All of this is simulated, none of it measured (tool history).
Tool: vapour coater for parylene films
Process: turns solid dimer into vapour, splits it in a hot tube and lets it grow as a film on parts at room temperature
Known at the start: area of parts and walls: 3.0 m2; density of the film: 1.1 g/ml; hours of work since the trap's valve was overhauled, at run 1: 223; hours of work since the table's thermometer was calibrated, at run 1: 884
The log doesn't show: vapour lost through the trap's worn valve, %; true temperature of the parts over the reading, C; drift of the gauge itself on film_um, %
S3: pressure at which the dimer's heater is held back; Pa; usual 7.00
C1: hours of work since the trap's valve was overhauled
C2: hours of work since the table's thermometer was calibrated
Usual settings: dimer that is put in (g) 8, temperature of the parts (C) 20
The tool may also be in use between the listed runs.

Run 1, hour 0.0: usual settings; C1 223; C2 884. Result: thickness of the film (um) 1.37.
Run 2, hour 34.5: usual settings but temperature of the parts (C) 31; C1 251; C2 912. Result: thickness of the film (um) 0.84.
Run 3, hour 56.9: usual settings but temperature of the parts (C) 31; C1 269; C2 930. Result: thickness of the film (um) 0.88.
Run 4, hour 85.0: usual settings; C1 292; C2 953. Result: thickness of the film (um) 1.34.
Run 5, hour 108.2: usual settings; C1 311; C2 972. Result: thickness of the film (um) 1.37.
Run 6, hour 133.3: usual settings; C1 331; C2 992. Result: thickness of the film (um) 1.34.
Run 7, hour 158.2: usual settings but S3 2.58 Pa; C1 352; C2 1012. Result: thickness of the film (um) 1.69.
Run 8, hour 181.7: usual settings but S3 2.58 Pa; C1 371; C2 1031. Result: thickness of the film (um) 1.66.
Run 9, hour 203.2: usual settings but S3 2.58 Pa; C1 388; C2 1049. Result: thickness of the film (um) 1.67.
Run 10, hour 222.6: usual settings; C1 404; C2 1064. Result: thickness of the film (um) 1.35.
Run 11, hour 248.7: usual settings; C1 425; C2 1086. Result: thickness of the film (um) 1.31.
Run 12, hour 283.4: usual settings; C1 453; C2 1114. Result: thickness of the film (um) 1.33.
Run 13, hour 316.8: usual settings; C1 481; C2 1141. Result: thickness of the film (um) 1.30.
Run 14, hour 336.8: usual settings but temperature of the parts (C) 30; C1 497; C2 1157. Result: thickness of the film (um) 0.86.
At hour 341.7: table's thermometer calibrated.
Run 15, hour 365.9: usual settings but temperature of the parts (C) 30; C1 520; C2 20. Result: thickness of the film (um) 0.86.
At hour 397.5: trap's valve overhauled.
Run 16, hour 411.9: usual settings but temperature of the parts (C) 30; C1 12; C2 54. Result: thickness of the film (um) 0.95.
Run 17, hour 453.6: usual settings but temperature of the parts (C) 30, S3 6.80 Pa; C1 46; C2 88. Result: thickness of the film (um) 0.94.
Run 18, hour 479.9: usual settings but dimer that is put in (g) 3, temperature of the parts (C) 29, S3 3.16 Pa; C1 67; C2 109. Result: thickness of the film (um) 0.44.
Run 19, hour 503.8: usual settings but dimer that is put in (g) 3, temperature of the parts (C) 29, S3 3.16 Pa; C1 86; C2 129. Result: thickness of the film (um) 0.39.
Run 20, hour 534.7: usual settings but dimer that is put in (g) 3, temperature of the parts (C) 22, S3 5.10 Pa; C1 112; C2 154. Result: thickness of the film (um) 0.51.
Run 21, hour 568.5: usual settings but dimer that is put in (g) 7, temperature of the parts (C) 13, S3 7.60 Pa; C1 139; C2 181. Result: thickness of the film (um) 1.58.
At hour 593.0: table's thermometer calibrated, once more.
Run 22, hour 616.3: usual settings but dimer that is put in (g) 7, temperature of the parts (C) 13, S3 7.60 Pa; C1 177; C2 19. Result: thickness of the film (um) 1.60.
Run 23, hour 660.5: usual settings but dimer that is put in (g) 7, temperature of the parts (C) 29, S3 4.18 Pa; C1 213; C2 55. Result: thickness of the film (um) 0.95.
Run 24, hour 698.8: usual settings but dimer that is put in (g) 7, temperature of the parts (C) 29, S3 4.18 Pa; C1 244; C2 86. Result: thickness of the film (um) 0.91.
Run 25, hour 738.2: usual settings but dimer that is put in (g) 5, temperature of the parts (C) 24, S3 4.49 Pa; C1 276; C2 118. Result: thickness of the film (um) 0.82.
Run 26, hour 776.8: usual settings but dimer that is put in (g) 7, temperature of the parts (C) 23, S3 5.73 Pa; C1 307; C2 149. Result: thickness of the film (um) 1.11.
Run 27, hour 821.2: usual settings but dimer that is put in (g) 13, S3 10.22 Pa; C1 344; C2 185. Result: thickness of the film (um) 2.02.
Run 28, hour 852.5: usual settings but dimer that is put in (g) 13, S3 10.22 Pa; C1 369; C2 211. Result: thickness of the film (um) 2.01.

5 ways to go on from here, each from the tool as it stands after run 28. What would each give?
Run A, hour 875.1: usual settings but dimer that is put in (g) 3, temperature of the parts (C) 21, S3 5.58 Pa; C1 387; C2 229. Result: thickness of the film (um) ?.
Run B, hour 875.1: usual settings but temperature of the parts (C) 28; C1 387; C2 229. Result: thickness of the film (um) ?.
Run C, hour 875.1: usual settings but dimer that is put in (g) 13, temperature of the parts (C) 24, S3 10.22 Pa; C1 387; C2 229. Result: thickness of the film (um) ?.
Run D, hour 875.1: usual settings but dimer that is put in (g) 6, temperature of the parts (C) 13, S3 2.04 Pa; C1 387; C2 229. Result: thickness of the film (um) ?.
Run E, hour 875.1: usual settings but dimer that is put in (g) 6; C1 387; C2 229. Result: thickness of the film (um) ?.

run  thickness of the film (um)
  A                        0.53
  B                        0.97
  C                        1.67
  D                        1.70
  E                        1.04
Without the tool's hidden state the same runs would have given:
run  thickness of the film (um)
  A                        0.56
  B                        1.04
  C                        1.79
  D                        1.82
  E                        1.11
